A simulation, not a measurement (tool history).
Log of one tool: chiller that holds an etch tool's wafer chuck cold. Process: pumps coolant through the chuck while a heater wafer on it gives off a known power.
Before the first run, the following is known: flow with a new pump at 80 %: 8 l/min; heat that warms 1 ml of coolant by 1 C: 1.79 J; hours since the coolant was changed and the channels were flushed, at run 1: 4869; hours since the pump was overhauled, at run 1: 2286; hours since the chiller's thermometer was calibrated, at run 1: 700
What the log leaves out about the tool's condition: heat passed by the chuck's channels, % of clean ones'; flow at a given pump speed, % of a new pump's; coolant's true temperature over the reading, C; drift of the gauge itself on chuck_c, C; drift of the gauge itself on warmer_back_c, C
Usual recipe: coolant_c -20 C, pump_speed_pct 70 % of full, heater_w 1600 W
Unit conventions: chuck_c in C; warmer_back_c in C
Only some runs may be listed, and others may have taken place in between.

| run | hour | coolant_c | pump_speed_pct | heater_w | hours since the coolant was changed and the channels were flushed | hours since the pump was overhauled | hours since the chiller's thermometer was calibrated | chuck_c | warmer_back_c |
|---|---|---|---|---|---|---|---|---|---|
| 1 | 0 | -20 | 70 | 1600 | 4869 | 2286 | 700 | 3.9 | 8.01 |
| 2 | 32.7 | -15 | 70 | 1600 | 4901 | 2319 | 732 | 9 | 8.09 |
| 3 | 75.9 | -14 | 70 | 1600 | 4944 | 2362 | 776 | 10.2 | 7.98 |
| 4 | 110.2 | -26 | 70 | 1600 | 4979 | 2396 | 810 | -1.8 | 8.05 |
| 5 | 175 | -26 | 70 | 1600 | 5044 | 2461 | 875 | -1.8 | 7.96 |
| 6 | 247.4 | -20 | 70 | 1618 | 5116 | 2533 | 947 | 4.4 | 8.15 |
| 7 | 297.8 | -20 | 70 | 988 | 5166 | 2584 | 997 | -5.2 | 4.98 |
| 8 | 369.7 | -20 | 70 | 1305 | 5238 | 2656 | 1069 | -0.4 | 6.57 |
| 9 | 424.5 | -20 | 70 | 1600 | 5293 | 2710 | 1124 | 4.2 | 8 |
| 10 | 464 | -20 | 70 | 1600 | 5333 | 2750 | 1164 | 4.4 | 8.01 |
| 11 | 512.6 | -20 | 70 | 1980 | 5381 | 2799 | 1212 | 10.3 | 9.95 |
| 12 | 547.2 | -20 | 70 | 1980 | 5416 | 2833 | 1247 | 10.2 | 9.93 |
| 13 | 611.3 | -20 | 70 | 1980 | 5480 | 2897 | 1311 | 10.1 | 9.95 |
| 14 | 661.8 | -20 | 70 | 1600 | 5530 | 2948 | 1362 | 4.5 | 8.02 |
| 15 | 737.1 | -20 | 94 | 1600 | 5606 | 3023 | 1437 | -0.2 | 5.91 |
| 16 | 786.3 | -21 | 94 | 1600 | 5655 | 3072 | 1486 | -1.4 | 5.9 |
| 17 | 829.6 | -29 | 98 | 1600 | 5698 | 3116 | 1529 | -9.9 | 5.66 |
| 18 | 865.1 | -29 | 98 | 1600 | 5734 | 3151 | 1565 | -9.8 | 5.58 |
| 19 | 899.1 | -24 | 90 | 1144 | 5768 | 3185 | 1599 | -9.5 | 4.37 |
| 20 | 970.9 | -24 | 90 | 1144 | 5839 | 3257 | 1671 | -9.5 | 4.43 |

What does the tool deliver on the next run?
| 21 | 1038.5 | -29 | 100 | 1223 | 5907 | 3324 | 1738 | ? | ? |

{"run 21": {"chuck_c": -14.3, "warmer_back_c": 4.2}}
With the hidden condition absent and the run-to-run variation left alone, this run would have shown chuck_c -15.9 C, warmer_back_c 4.03 C.

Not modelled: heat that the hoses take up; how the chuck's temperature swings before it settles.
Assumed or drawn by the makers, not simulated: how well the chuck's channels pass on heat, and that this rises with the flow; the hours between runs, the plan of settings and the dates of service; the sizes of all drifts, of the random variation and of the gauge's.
